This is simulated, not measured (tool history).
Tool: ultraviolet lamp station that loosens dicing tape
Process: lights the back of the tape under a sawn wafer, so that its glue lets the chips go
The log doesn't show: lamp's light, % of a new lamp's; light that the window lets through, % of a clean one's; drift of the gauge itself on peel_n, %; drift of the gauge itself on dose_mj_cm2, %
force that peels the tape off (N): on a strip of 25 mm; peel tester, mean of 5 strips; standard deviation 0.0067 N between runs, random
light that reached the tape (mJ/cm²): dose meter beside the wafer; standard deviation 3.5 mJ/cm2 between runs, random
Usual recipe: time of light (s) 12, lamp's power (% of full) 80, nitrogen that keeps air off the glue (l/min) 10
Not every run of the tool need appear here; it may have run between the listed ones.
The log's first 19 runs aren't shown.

| run | day | time of light (s) | lamp's power (% of full) | nitrogen that keeps air off the glue (l/min) | hours of work of the lamp | hours of work since the window was cleaned | force that peels the tape off (N) | light that reached the tape (mJ/cm²) |
|---|---|---|---|---|---|---|---|---|
| 20 | 6.079 | 12 | 87 | 10 | 289 | 7 | 0.217 | 582 |
| 21 | 6.325 | 12 | 64 | 5 | 294 | 11 | 0.463 | 424 |
| 22 | 6.683 | 12 | 64 | 5 | 300 | 17 | 0.448 | 425 |
| 23 | 6.946 | 12 | 64 | 5 | 305 | 22 | 0.464 | 423 |
| 24 | 7.233 | 24 | 77 | 5 | 310 | 27 | 0.174 | 1009 |
| 25 | 7.638 | 10 | 72 | 6 | 317 | 34 | 0.480 | 395 |
| 26 | 8.058 | 9 | 78 | 6 | 324 | 42 | 0.485 | 383 |
| 27 | 8.379 | 9 | 78 | 6 | 330 | 47 | 0.501 | 383 |
| 28 | 8.646 | 9 | 78 | 6 | 335 | 52 | 0.496 | 380 |
| 29 | 8.888 | 10 | 88 | 3 | 339 | 56 | 0.466 | 476 |
| 30 | 9.221 | 10 | 88 | 3 | 345 | 62 | 0.429 | 479 |
| 31 | 9.421 | 6 | 85 | 7 | 349 | 66 | 0.823 | 274 |
| 32 | 9.679 | 6 | 85 | 7 | 353 | 70 | 0.816 | 276 |
| 33 | 9.850 | 12 | 64 | 10 | 356 | 73 | 0.355 | 416 |
| 34 | 10.179 | 12 | 79 | 3 | 362 | 79 | 0.389 | 508 |
| 35 | 10.604 | 7 | 83 | 3 | 369 | 87 | 0.963 | 311 |
| 36 | 10.912 | 10 | 90 | 9 | 375 | 92 | 0.280 | 488 |
| 37 | 11.333 | 12 | 95 | 7 | 382 | 100 | 0.221 | 611 |
| 38 | 11.529 | 12 | 95 | 7 | 386 | 103 | 0.221 | 613 |
| 39 | 11.938 | 22 | 66 | 13 | 393 | 110 | 0.171 | 770 |
| 40 | 12.321 | 12 | 64 | 10 | 400 | 117 | 0.351 | 403 |

Each row is a separate what-if for the run after 40, all from the same tool condition, not one after another. Results?
| A | 12.696 | 12 | 84 | 10 | 406 | 124 | ? | ? |
| B | 12.696 | 23 | 99 | 3 | 406 | 124 | ? | ? |
| C | 12.696 | 12 | 88 | 3 | 406 | 124 | ? | ? |
| D | 12.696 | 12 | 80 | 7 | 406 | 124 | ? | ? |

| run | force that peels the tape off (N) | light that reached the tape (mJ/cm²) |
|---|---|---|
| A | 0.238 | 530 |
| B | 0.167 | 1201 |
| C | 0.338 | 561 |
| D | 0.279 | 511 |
The same runs, with their run-to-run variation unchanged, on a tool lacking any hidden condition would have given:
| run | force that peels the tape off (N) | light that reached the tape (mJ/cm²) |
|---|---|---|
| A | 0.210 | 590 |
| B | 0.165 | 1337 |
| C | 0.283 | 624 |
| D | 0.239 | 569 |
